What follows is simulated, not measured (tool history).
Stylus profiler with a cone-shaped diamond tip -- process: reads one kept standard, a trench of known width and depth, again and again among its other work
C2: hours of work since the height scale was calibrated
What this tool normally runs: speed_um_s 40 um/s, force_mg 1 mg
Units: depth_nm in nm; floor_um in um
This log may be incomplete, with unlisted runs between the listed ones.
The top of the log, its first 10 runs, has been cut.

{"run": 11, "hour": 831.8, "speed_um_s": 40, "force_mg": 1, "scans with this tip": 6542, "C2": 175, "depth_nm": 100.16, "floor_um": 27.6}
{"run": 12, "hour": 913.6, "speed_um_s": 40, "force_mg": 0.92, "scans with this tip": 6884, "C2": 230, "depth_nm": 100.1, "floor_um": 27.58}
{"run": 13, "hour": 995.2, "speed_um_s": 40, "force_mg": 0.92, "scans with this tip": 7225, "C2": 284, "depth_nm": 100.06, "floor_um": 27.58}
{"run": 14, "hour": 1060.3, "speed_um_s": 40, "force_mg": 1, "scans with this tip": 7497, "C2": 328, "depth_nm": 100.09, "floor_um": 27.54}
{"run": 15, "hour": 1131.8, "speed_um_s": 40, "force_mg": 1, "scans with this tip": 7796, "C2": 376, "depth_nm": 100.11, "floor_um": 27.48}
{"hour": 1181.0, "done": "height scale calibrated on a step standard, once more"}
{"run": 16, "hour": 1220.2, "speed_um_s": 40, "force_mg": 1.2, "scans with this tip": 8163, "C2": 26, "depth_nm": 100.43, "floor_um": 27.48}
{"run": 17, "hour": 1269.6, "speed_um_s": 40, "force_mg": 1.2, "scans with this tip": 8369, "C2": 60, "depth_nm": 100.49, "floor_um": 27.42}
{"run": 18, "hour": 1364.6, "speed_um_s": 40, "force_mg": 1.14, "scans with this tip": 8766, "C2": 124, "depth_nm": 100.43, "floor_um": 27.43}
{"run": 19, "hour": 1450.7, "speed_um_s": 15, "force_mg": 0.61, "scans with this tip": 9126, "C2": 182, "depth_nm": 100.28, "floor_um": 27.5}
{"run": 20, "hour": 1532.7, "speed_um_s": 15, "force_mg": 0.61, "scans with this tip": 9469, "C2": 237, "depth_nm": 100.26, "floor_um": 27.39}
{"run": 21, "hour": 1607.3, "speed_um_s": 104, "force_mg": 2.52, "scans with this tip": 9781, "C2": 287, "depth_nm": 100.64, "floor_um": 27.19}
{"run": 22, "hour": 1674.0, "speed_um_s": 39, "force_mg": 0.47, "scans with this tip": 10059, "C2": 332, "depth_nm": 100.18, "floor_um": 27.21}
{"hour": 1690.1, "done": "new tip fitted, height scale calibrated"}
{"run": 23, "hour": 1775.5, "speed_um_s": 39, "force_mg": 0.47, "scans with this tip": 357, "C2": 58, "depth_nm": 100.17, "floor_um": 28.3}
{"run": 24, "hour": 1866.1, "speed_um_s": 29, "force_mg": 2.4, "scans with this tip": 735, "C2": 118, "depth_nm": 100.61, "floor_um": 28.39}
{"run": 25, "hour": 1962.6, "speed_um_s": 29, "force_mg": 2.4, "scans with this tip": 1139, "C2": 183, "depth_nm": 100.55, "floor_um": 28.34}
{"run": 26, "hour": 2065.0, "speed_um_s": 57, "force_mg": 0.53, "scans with this tip": 1567, "C2": 252, "depth_nm": 100.09, "floor_um": 28.14}
{"run": 27, "hour": 2166.7, "speed_um_s": 57, "force_mg": 0.68, "scans with this tip": 1992, "C2": 321, "depth_nm": 100.12, "floor_um": 28.12}
{"run": 28, "hour": 2219.7, "speed_um_s": 57, "force_mg": 2.58, "scans with this tip": 2213, "C2": 356, "depth_nm": 100.55, "floor_um": 28.18}
{"run": 29, "hour": 2295.7, "speed_um_s": 126, "force_mg": 0.95, "scans with this tip": 2531, "C2": 407, "depth_nm": 100.18, "floor_um": 27.83}
{"run": 30, "hour": 2341.1, "speed_um_s": 40, "force_mg": 1.63, "scans with this tip": 2721, "C2": 438, "depth_nm": 100.36, "floor_um": 28.13}

Alternative continuations, all from the tool just after run 30; predict every row:
{"run": "A", "hour": 2426.9, "speed_um_s": 36, "force_mg": 2.24, "scans with this tip": 3079, "C2": 496, "depth_nm": "?", "floor_um": "?"}
{"run": "B", "hour": 2426.9, "speed_um_s": 54, "force_mg": 1, "scans with this tip": 3079, "C2": 496, "depth_nm": "?", "floor_um": "?"}
{"run": "C", "hour": 2426.9, "speed_um_s": 151, "force_mg": 2.67, "scans with this tip": 3079, "C2": 496, "depth_nm": "?", "floor_um": "?"}
{"run": "D", "hour": 2426.9, "speed_um_s": 58, "force_mg": 0.39, "scans with this tip": 3079, "C2": 496, "depth_nm": "?", "floor_um": "?"}
{"run": "E", "hour": 2426.9, "speed_um_s": 33, "force_mg": 1.63, "scans with this tip": 3079, "C2": 496, "depth_nm": "?", "floor_um": "?"}

run=A depth_nm=100.47 floor_um=28.11
run=B depth_nm=100.21 floor_um=28
run=C depth_nm=100.57 floor_um=27.84
run=D depth_nm=100.03 floor_um=27.89
run=E depth_nm=100.33 floor_um=28
Take away the tool's hidden state, keep each run's random variation, and the runs would have read:
run=A depth_nm=100.62 floor_um=28.58
run=B depth_nm=100.37 floor_um=28.46
run=C depth_nm=100.72 floor_um=28.3
run=D depth_nm=100.19 floor_um=28.35
run=E depth_nm=100.49 floor_um=28.46
